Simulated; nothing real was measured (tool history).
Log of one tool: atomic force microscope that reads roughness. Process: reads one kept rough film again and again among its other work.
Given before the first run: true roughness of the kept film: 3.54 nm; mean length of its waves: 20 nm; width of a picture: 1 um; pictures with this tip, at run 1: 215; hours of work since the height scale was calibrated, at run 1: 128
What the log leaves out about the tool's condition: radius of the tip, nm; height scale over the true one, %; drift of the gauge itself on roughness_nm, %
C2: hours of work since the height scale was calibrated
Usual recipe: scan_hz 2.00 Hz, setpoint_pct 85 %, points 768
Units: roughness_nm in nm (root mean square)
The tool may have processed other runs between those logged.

{"run": 1, "day": 0.0, "scan_hz": 2.0, "setpoint_pct": 85, "points": 768, "pictures with this tip": 215, "C2": 128, "roughness_nm": 1.959}
{"run": 2, "day": 0.371, "scan_hz": 2.0, "setpoint_pct": 85, "points": 768, "pictures with this tip": 222, "C2": 132, "roughness_nm": 1.945}
{"run": 3, "day": 0.738, "scan_hz": 2.0, "setpoint_pct": 85, "points": 319, "pictures with this tip": 228, "C2": 136, "roughness_nm": 1.889}
{"run": 4, "day": 0.996, "scan_hz": 2.0, "setpoint_pct": 85, "points": 404, "pictures with this tip": 233, "C2": 138, "roughness_nm": 1.9}
{"run": 5, "day": 1.312, "scan_hz": 2.0, "setpoint_pct": 85, "points": 404, "pictures with this tip": 239, "C2": 142, "roughness_nm": 1.864}
{"run": 6, "day": 1.646, "scan_hz": 2.0, "setpoint_pct": 85, "points": 404, "pictures with this tip": 245, "C2": 145, "roughness_nm": 1.865}
{"run": 7, "day": 2.017, "scan_hz": 0.61, "setpoint_pct": 85, "points": 465, "pictures with this tip": 252, "C2": 149, "roughness_nm": 1.967}
{"day": 2.088, "done": "height scale calibrated on a step standard"}
{"run": 8, "day": 2.417, "scan_hz": 2.4, "setpoint_pct": 66, "points": 508, "pictures with this tip": 258, "C2": 3, "roughness_nm": 1.939}
{"run": 9, "day": 2.608, "scan_hz": 2.4, "setpoint_pct": 66, "points": 508, "pictures with this tip": 262, "C2": 5, "roughness_nm": 1.913}
{"run": 10, "day": 2.829, "scan_hz": 2.0, "setpoint_pct": 85, "points": 842, "pictures with this tip": 266, "C2": 8, "roughness_nm": 1.835}
{"run": 11, "day": 3.212, "scan_hz": 2.0, "setpoint_pct": 85, "points": 842, "pictures with this tip": 273, "C2": 12, "roughness_nm": 1.822}

Branching from run 11: 4 alternative next runs. What would each branch give?
{"run": "A", "day": 3.471, "scan_hz": 1.54, "setpoint_pct": 75, "points": 617, "pictures with this tip": 278, "C2": 14, "roughness_nm": "?"}
{"run": "B", "day": 3.471, "scan_hz": 2.0, "setpoint_pct": 57, "points": 842, "pictures with this tip": 278, "C2": 14, "roughness_nm": "?"}
{"run": "C", "day": 3.471, "scan_hz": 3.86, "setpoint_pct": 85, "points": 842, "pictures with this tip": 278, "C2": 14, "roughness_nm": "?"}
{"run": "D", "day": 3.471, "scan_hz": 2.0, "setpoint_pct": 85, "points": 442, "pictures with this tip": 278, "C2": 14, "roughness_nm": "?"}

run=A roughness_nm=1.879
run=B roughness_nm=1.933
run=C roughness_nm=1.683
run=D roughness_nm=1.785
What these runs would have given with no unlogged condition in the tool:
run=A roughness_nm=2.879
run=B roughness_nm=2.960
run=C roughness_nm=2.581
run=D roughness_nm=2.735

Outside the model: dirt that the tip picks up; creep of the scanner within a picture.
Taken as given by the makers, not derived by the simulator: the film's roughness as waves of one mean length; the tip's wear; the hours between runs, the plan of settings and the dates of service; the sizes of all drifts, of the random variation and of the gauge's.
